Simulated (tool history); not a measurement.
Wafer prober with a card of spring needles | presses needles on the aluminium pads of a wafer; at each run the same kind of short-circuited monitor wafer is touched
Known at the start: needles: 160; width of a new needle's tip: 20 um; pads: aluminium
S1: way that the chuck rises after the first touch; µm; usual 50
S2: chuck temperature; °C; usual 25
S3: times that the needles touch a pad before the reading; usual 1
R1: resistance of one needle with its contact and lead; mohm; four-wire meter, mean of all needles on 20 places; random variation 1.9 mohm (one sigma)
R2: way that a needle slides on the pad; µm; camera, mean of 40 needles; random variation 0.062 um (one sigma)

run 1 hour=0 | S1=50 S2=25 S3=1 | R1=207 R2=11.68
-- hour=6.4 tips cleaned on abrasive film
-- hour=14.7 tips cleaned on abrasive film
run 2 hour=14.7 | S1=50 S2=25 S3=1 | R1=207 R2=11.7
-- hour=23.4 tips cleaned on abrasive film
run 3 hour=31 | S1=50 S2=25 S3=1 | R1=204 R2=11.63
-- hour=32.4 tips cleaned on abrasive film
-- hour=41 tips cleaned on abrasive film
run 4 hour=41.7 | S1=50 S2=25 S3=1 | R1=201 R2=11.69
-- hour=49.3 tips cleaned on abrasive film
-- hour=57.5 tips cleaned on abrasive film
run 5 hour=62.5 | S1=50 S2=25 S3=1 | R1=208 R2=11.64
-- hour=66.2 tips cleaned on abrasive film
-- hour=74.4 tips cleaned on abrasive film
run 6 hour=79.5 | S1=50 S2=25 S3=1 | R1=207 R2=11.78
-- hour=82.8 tips cleaned on abrasive film
-- hour=91.5 tips cleaned on abrasive film
-- hour=100.6 tips cleaned on abrasive film
run 7 hour=101.2 | S1=50 S2=25 S3=1 | R1=208 R2=11.82
-- hour=109.8 tips cleaned on abrasive film
-- hour=118.6 tips cleaned on abrasive film
run 8 hour=120.7 | S1=50 S2=25 S3=1 | R1=209 R2=11.84
-- hour=127.1 tips cleaned on abrasive film
-- hour=135.8 tips cleaned on abrasive film
run 9 hour=141.5 | S1=38 S2=108 S3=2 | R1=232 R2=8.88
-- hour=144.6 tips cleaned on abrasive film
-- hour=154.7 tips cleaned on abrasive film
run 10 hour=161.2 | S1=38 S2=108 S3=2 | R1=230 R2=8.93
-- hour=163 tips cleaned on abrasive film
-- hour=171.7 tips cleaned on abrasive film
-- hour=180.2 tips cleaned on abrasive film
run 11 hour=180.7 | S1=38 S2=108 S3=2 | R1=235 R2=9.04
-- hour=188.6 tips cleaned on abrasive film
run 12 hour=192.5 | S1=64 S2=110 S3=2 | R1=224 R2=15.24
-- hour=197.3 tips cleaned on abrasive film
run 13 hour=204.3 | S1=64 S2=110 S3=2 | R1=221 R2=15.07

4 ways to go on from here, each from the tool as it stands after run 13. What would each give?
-- hour=206.4 tips cleaned on abrasive film
-- hour=214.7 tips cleaned on abrasive film
run A hour=216 | S1=50 S2=25 S3=2 | R1=? R2=?
-- hour=206.4 tips cleaned on abrasive film
-- hour=214.7 tips cleaned on abrasive film
run B hour=216 | S1=36 S2=110 S3=2 | R1=? R2=?
-- hour=206.4 tips cleaned on abrasive film
-- hour=214.7 tips cleaned on abrasive film
run C hour=216 | S1=38 S2=114 S3=2 | R1=? R2=?
-- hour=206.4 tips cleaned on abrasive film
-- hour=214.7 tips cleaned on abrasive film
run D hour=216 | S1=64 S2=110 S3=3 | R1=? R2=?

run=A R1=209 R2=11.64
run=B R1=232 R2=8.45
run=C R1=232 R2=9.01
run=D R1=226 R2=14.98
Without the tool's hidden state the same runs would have given:
run=A R1=209 R2=11.49
run=B R1=232 R2=8.35
run=C R1=232 R2=8.89
run=D R1=226 R2=14.79
